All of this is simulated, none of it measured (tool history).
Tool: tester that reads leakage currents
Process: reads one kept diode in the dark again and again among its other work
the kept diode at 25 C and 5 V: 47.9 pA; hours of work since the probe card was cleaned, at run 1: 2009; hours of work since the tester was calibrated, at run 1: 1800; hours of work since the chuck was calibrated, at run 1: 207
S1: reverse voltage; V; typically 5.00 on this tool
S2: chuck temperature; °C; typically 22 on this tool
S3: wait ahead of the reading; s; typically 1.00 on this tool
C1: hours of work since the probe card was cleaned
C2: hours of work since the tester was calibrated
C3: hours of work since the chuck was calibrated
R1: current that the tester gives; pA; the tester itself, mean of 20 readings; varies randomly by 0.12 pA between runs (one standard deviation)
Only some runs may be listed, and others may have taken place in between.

run,day,S1,S2,S3,C1,C2,C3,R1
1,0.000,5.00,22,1.00,2009,1800,207,40.45
2,6.329,5.00,22,1.00,2116,1907,313,40.30
3,11.821,5.00,22,1.00,2208,1999,406,40.37
4,16.308,5.00,22,1.00,2284,2075,482,40.20
5,23.096,5.00,22,1.00,2398,2190,596,40.23
6,30.962,5.00,22,1.00,2531,2322,729,39.85
7,36.775,5.00,22,1.00,2629,2420,827,39.88
8,43.500,5.00,22,1.00,2742,2534,940,39.91
9,50.192,5.00,22,1.00,2855,2646,1053,39.67
# day 52.767: probe card cleaned and baked
10,53.804,5.00,22,1.00,17,2705,1112,35.29
11,59.658,5.00,22,1.00,116,2804,1210,35.19
12,65.575,5.00,49,1.00,216,2904,1310,332.55
13,71.683,5.00,49,1.00,319,3007,1413,331.02
# day 78.217: tester calibrated
14,78.438,5.00,49,1.00,431,4,1526,324.17
15,83.121,5.00,49,1.00,510,83,1605,324.87
16,88.279,5.00,49,1.00,597,170,1692,322.97
17,94.438,5.00,49,1.00,701,273,1795,319.78
18,98.050,5.00,49,1.00,762,334,1856,318.21
19,104.962,5.00,49,1.00,878,451,1973,315.54
20,112.829,5.00,49,1.00,1011,584,2105,313.94
21,119.479,4.31,25,1.00,1123,696,2217,40.69
# day 126.912: chuck's temperature calibrated
22,127.829,6.58,30,7.85,1263,835,15,86.88
23,134.029,6.58,30,7.85,1367,939,120,86.17
24,140.429,6.58,44,0.58,1475,1047,228,273.50
25,148.412,12.91,22,1.01,1610,1182,362,63.32
26,155.371,1.03,37,8.36,1727,1299,480,69.69
27,162.971,19.66,30,9.46,1855,1427,608,138.23
28,169.858,19.66,30,9.46,1971,1544,724,137.80
29,177.667,1.14,52,0.32,2103,1675,856,237.17
30,186.367,1.14,46,9.14,2249,1822,1002,145.84
31,193.308,1.14,46,9.14,2367,1939,1119,144.89
32,200.500,1.14,46,9.14,2488,2060,1241,143.88
33,204.696,1.14,46,9.14,2558,2131,1311,143.16
34,212.262,1.14,46,9.14,2686,2258,1439,142.22
35,217.988,1.14,31,9.14,2783,2355,1535,41.32
36,223.512,1.14,31,9.14,2876,2448,1629,41.46
# day 224.917: probe card cleaned and baked
37,230.488,1.14,31,9.14,94,2564,1744,39.78
38,235.662,1.84,45,1.07,181,2651,1831,156.44
39,239.933,1.84,45,2.44,253,2723,1903,155.00

The same runs without the tool's hidden state, with the same run-to-run variation:
What the log doesn't record here: stray current of the dirty probe card, pA a volt; current scale over the true one, %; true chuck temperature over the reading, C; drift of the gauge itself on leakage_pa, %.
run,R1
1,38.11
2,38.07
3,38.20
4,38.09
5,38.19
6,37.91
7,38.01
8,38.13
9,37.98
10,38.23
11,38.17
12,360.51
13,360.68
14,359.86
15,362.04
16,361.69
17,360.46
18,359.97
19,359.25
20,359.97
21,46.33
22,84.35
23,83.98
24,274.26
25,57.98
26,71.34
27,131.77
28,131.55
29,248.36
30,154.12
31,154.13
32,154.13
33,153.96
34,154.12
35,44.66
36,45.00
37,44.65
38,174.53
39,173.74
